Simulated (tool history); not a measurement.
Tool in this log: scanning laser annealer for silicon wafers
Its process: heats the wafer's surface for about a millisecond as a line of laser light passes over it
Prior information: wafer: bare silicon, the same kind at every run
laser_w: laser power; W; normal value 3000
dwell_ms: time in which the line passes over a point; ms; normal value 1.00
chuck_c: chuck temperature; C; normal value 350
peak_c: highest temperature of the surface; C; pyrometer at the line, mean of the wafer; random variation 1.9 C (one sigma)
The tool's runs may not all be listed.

run	hour	laser_w	dwell_ms	chuck_c	peak_c
1	0.0	3000	1.00	350	1124
2	69.7	3000	1.00	350	1122
3	134.0	3140	1.00	350	1164
4	184.0	2635	1.00	350	1004
5	221.1	3000	1.00	341	1113
6	255.4	3000	1.00	341	1108
7	325.4	3000	1.00	350	1117
8	375.6	3000	1.00	350	1120
9	436.8	2735	0.94	350	1007
10	478.0	2735	0.94	350	1005
11	521.9	3128	1.00	350	1150
12	600.1	3000	1.00	385	1145
13	646.0	3103	1.02	353	1155

3 options for the next run, each taken on its own from the tool as it stands now. Forecast them:
A	697.6	3103	0.80	321	?
B	697.6	2760	0.73	350	?
C	697.6	3218	1.13	352	?

run	peak_c
A	1011
B	916
C	1241
Without the tool's hidden state the same runs would have given:
run	peak_c
A	1036
B	936
C	1273

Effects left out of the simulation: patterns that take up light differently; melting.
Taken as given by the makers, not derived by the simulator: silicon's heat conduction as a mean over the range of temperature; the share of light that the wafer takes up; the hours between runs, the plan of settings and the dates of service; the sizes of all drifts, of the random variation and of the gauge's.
